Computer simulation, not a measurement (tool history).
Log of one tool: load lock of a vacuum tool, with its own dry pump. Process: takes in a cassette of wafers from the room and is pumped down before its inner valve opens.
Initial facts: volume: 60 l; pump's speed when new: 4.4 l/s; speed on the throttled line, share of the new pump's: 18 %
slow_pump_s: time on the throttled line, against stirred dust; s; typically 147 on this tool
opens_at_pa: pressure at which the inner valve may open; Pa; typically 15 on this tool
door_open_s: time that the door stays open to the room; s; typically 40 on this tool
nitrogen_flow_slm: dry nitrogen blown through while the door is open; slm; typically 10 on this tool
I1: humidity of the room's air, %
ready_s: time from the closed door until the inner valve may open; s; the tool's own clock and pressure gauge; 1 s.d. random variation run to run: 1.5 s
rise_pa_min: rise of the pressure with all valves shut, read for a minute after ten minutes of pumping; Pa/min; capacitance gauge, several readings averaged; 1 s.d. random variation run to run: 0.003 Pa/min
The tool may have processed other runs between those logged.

Run 1, hour 0.0: usual settings; I1 45.7. Result: ready_s 251.8 s, rise_pa_min 0.493 Pa/min.
Run 2, hour 293.2: usual settings but door_open_s 140 s; I1 44.9. Result: ready_s 248.1 s, rise_pa_min 0.538 Pa/min.
At hour 341.1: door's seal changed, seat wiped.
Run 3, hour 550.2: usual settings but door_open_s 140 s; I1 43.6. Result: ready_s 252.1 s, rise_pa_min 0.059 Pa/min.
Run 4, hour 704.6: usual settings but door_open_s 140 s; I1 45.0. Result: ready_s 253.7 s, rise_pa_min 0.062 Pa/min.
Run 5, hour 861.1: usual settings but door_open_s 140 s; I1 47.9. Result: ready_s 252.5 s, rise_pa_min 0.064 Pa/min.
Run 6, hour 1107.7: usual settings but door_open_s 140 s; I1 43.1. Result: ready_s 252.7 s, rise_pa_min 0.069 Pa/min.
Run 7, hour 1264.9: usual settings but door_open_s 140 s; I1 46.4. Result: ready_s 253.7 s, rise_pa_min 0.073 Pa/min.
Run 8, hour 1408.5: usual settings but door_open_s 140 s; I1 47.0. Result: ready_s 251.8 s, rise_pa_min 0.079 Pa/min.
Run 9, hour 1623.8: usual settings but door_open_s 140 s; I1 42.4. Result: ready_s 254.2 s, rise_pa_min 0.081 Pa/min.
Run 10, hour 1926.2: usual settings but door_open_s 140 s; I1 45.7. Result: ready_s 254.3 s, rise_pa_min 0.093 Pa/min.
Run 11, hour 2237.8: usual settings; I1 43.5. Result: ready_s 255.1 s, rise_pa_min 0.061 Pa/min.
Run 12, hour 2461.2: usual settings but slow_pump_s 161 s; I1 45.1. Result: ready_s 269.4 s, rise_pa_min 0.067 Pa/min.
Run 13, hour 2761.5: usual settings but slow_pump_s 161 s; I1 43.6. Result: ready_s 266.5 s, rise_pa_min 0.079 Pa/min.
Run 14, hour 3050.3: usual settings but slow_pump_s 161 s; I1 42.3. Result: ready_s 267.4 s, rise_pa_min 0.080 Pa/min.
Run 15, hour 3242.0: usual settings but slow_pump_s 125 s; I1 44.7. Result: ready_s 241.1 s, rise_pa_min 0.092 Pa/min.
Run 16, hour 3402.0: usual settings; I1 43.3. Result: ready_s 257.4 s, rise_pa_min 0.099 Pa/min.
Run 17, hour 3605.2: usual settings; I1 42.8. Result: ready_s 256.6 s, rise_pa_min 0.107 Pa/min.
Run 18, hour 3925.1: usual settings; I1 42.7. Result: ready_s 257.2 s, rise_pa_min 0.108 Pa/min.
Run 19, hour 4092.3: usual settings but door_open_s 87 s; I1 43.2. Result: ready_s 258.3 s, rise_pa_min 0.138 Pa/min.
Run 20, hour 4338.7: usual settings but door_open_s 63 s, nitrogen_flow_slm 5 slm; I1 45.4. Result: ready_s 259.6 s, rise_pa_min 0.137 Pa/min.
Run 21, hour 4485.7: usual settings but opens_at_pa 12 Pa, door_open_s 72 s; I1 48.6. Result: ready_s 267.2 s, rise_pa_min 0.145 Pa/min.
Run 22, hour 4718.5: usual settings but opens_at_pa 12 Pa, door_open_s 72 s; I1 47.5. Result: ready_s 265.9 s, rise_pa_min 0.160 Pa/min.
Run 23, hour 5034.3: usual settings but slow_pump_s 119 s, door_open_s 36 s, nitrogen_flow_slm 11 slm; I1 41.2. Result: ready_s 235.4 s, rise_pa_min 0.152 Pa/min.
Run 24, hour 5334.6: usual settings but opens_at_pa 24 Pa, door_open_s 34 s; I1 45.5. Result: ready_s 253.4 s, rise_pa_min 0.173 Pa/min.
Run 25, hour 5649.4: usual settings but nitrogen_flow_slm 4 slm; I1 45.4. Result: ready_s 263.5 s, rise_pa_min 0.189 Pa/min.
Run 26, hour 5881.2: usual settings but slow_pump_s 183 s, opens_at_pa 22 Pa, door_open_s 155 s, nitrogen_flow_slm 12 slm; I1 47.5. Result: ready_s 283.9 s, rise_pa_min 0.235 Pa/min.
Run 27, hour 6150.9: usual settings but slow_pump_s 183 s, opens_at_pa 22 Pa, door_open_s 155 s, nitrogen_flow_slm 12 slm; I1 45.4. Result: ready_s 283.1 s, rise_pa_min 0.246 Pa/min.
Run 28, hour 6319.5: usual settings but slow_pump_s 183 s, opens_at_pa 22 Pa, door_open_s 155 s, nitrogen_flow_slm 12 slm; I1 44.2. Result: ready_s 282.8 s, rise_pa_min 0.256 Pa/min.
Run 29, hour 6522.3: usual settings but slow_pump_s 183 s, opens_at_pa 22 Pa, door_open_s 155 s, nitrogen_flow_slm 12 slm; I1 43.0. Result: ready_s 288.7 s, rise_pa_min 0.256 Pa/min.
Run 30, hour 6770.6: usual settings but slow_pump_s 183 s, door_open_s 44 s, nitrogen_flow_slm 12 slm; I1 43.7. Result: ready_s 291.9 s, rise_pa_min 0.241 Pa/min.
Run 31, hour 6947.3: usual settings but slow_pump_s 173 s, opens_at_pa 24 Pa, door_open_s 50 s; I1 45.7. Result: ready_s 273.8 s, rise_pa_min 0.262 Pa/min.
Run 32, hour 7178.7: usual settings but slow_pump_s 173 s, opens_at_pa 24 Pa, door_open_s 50 s; I1 47.8. Result: ready_s 277.8 s, rise_pa_min 0.271 Pa/min.
Run 33, hour 7343.3: usual settings but slow_pump_s 137 s, opens_at_pa 24 Pa, door_open_s 30 s; I1 46.2. Result: ready_s 248.8 s, rise_pa_min 0.275 Pa/min.
Run 34, hour 7533.0: usual settings but slow_pump_s 137 s, opens_at_pa 24 Pa, door_open_s 30 s; I1 43.0. Result: ready_s 250.9 s, rise_pa_min 0.279 Pa/min.
Run 35, hour 7734.8: usual settings but slow_pump_s 94 s; I1 43.3. Result: ready_s 224.7 s, rise_pa_min 0.292 Pa/min.
Run 36, hour 8046.5: usual settings but slow_pump_s 94 s; I1 41.4. Result: ready_s 225.5 s, rise_pa_min 0.309 Pa/min.

Here are 3 independent what-if runs from the current tool condition. What would each one return?
Run A, hour 8293.0: usual settings but nitrogen_flow_slm 13 slm; I1 43.9. Result: ready_s ?, rise_pa_min ?.
Run B, hour 8293.0: usual settings but slow_pump_s 85 s; I1 44.2. Result: ready_s ?, rise_pa_min ?.
Run C, hour 8293.0: usual settings but slow_pump_s 94 s, door_open_s 177 s; I1 44.1. Result: ready_s ?, rise_pa_min ?.

run  ready_s  rise_pa_min
  A    270.1        0.324
  B    220.9        0.328
  C    225.7        0.369
With no hidden state in the tool, these same runs would have given:
run  ready_s  rise_pa_min
  A    243.2        0.022
  B    191.1        0.019
  C    196.7        0.064

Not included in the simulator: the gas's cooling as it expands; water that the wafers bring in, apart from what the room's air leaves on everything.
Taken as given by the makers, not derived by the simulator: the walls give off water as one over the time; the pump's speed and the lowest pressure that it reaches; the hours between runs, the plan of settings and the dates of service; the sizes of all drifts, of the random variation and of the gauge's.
